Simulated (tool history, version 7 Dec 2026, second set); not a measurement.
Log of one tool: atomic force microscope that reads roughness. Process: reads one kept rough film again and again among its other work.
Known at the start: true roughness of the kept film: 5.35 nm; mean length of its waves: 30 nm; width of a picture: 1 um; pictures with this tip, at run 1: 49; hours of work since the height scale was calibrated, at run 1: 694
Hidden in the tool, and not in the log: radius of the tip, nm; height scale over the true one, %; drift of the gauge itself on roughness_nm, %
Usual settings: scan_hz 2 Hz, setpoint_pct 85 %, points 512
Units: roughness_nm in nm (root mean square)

run   hour  scan_hz  setpoint_pct  points  pictures with this tip  hours of work since the height scale was calibrated  roughness_nm
  1      0        2            85     512                      49                                                  694         3.519
  2     37        2            85     512                      86                                                  717         3.475
  3   60.5        2            85     369                     109                                                  731         3.399
  4   92.1        2            85     369                     140                                                  750          3.34
  5  126.9        2            85     369                     174                                                  771         3.292
  6    152     1.51            85     512                     199                                                  786         3.475
  7  173.8     1.51            85     512                     220                                                  799         3.396
  8  206.6     1.51            85     512                     252                                                  819         3.333
  9  239.1     1.51            85     512                     284                                                  838         3.269
     242.5  -- new tip fitted
 10  273.1     1.51            85     512                      30                                                  858         3.795
 11  302.3     1.51            85     423                      59                                                  876         3.701
 12  341.2        2            57     512                      97                                                  899         4.168
 13  376.8        2            57     512                     132                                                  921         4.083
 14  404.3        2            57     472                     159                                                  937         4.027
 15  433.7        2            57     472                     188                                                  955         3.958
 16  473.8        2            57     472                     227                                                  979         3.829
 17  491.7        2            85     329                     244                                                  990         3.133
 18  531.3        2            85     329                     283                                                 1014          3.05

Run 19 comes next. What will it give?
     537.7  -- new tip fitted
 19  567.1     0.67            85     512                      29                                                 1035             ?

{"run 19": {"roughness_nm": 4.226}}
Without the tool's hidden state the same run would have given roughness_nm 4.352 nm (root mean square).
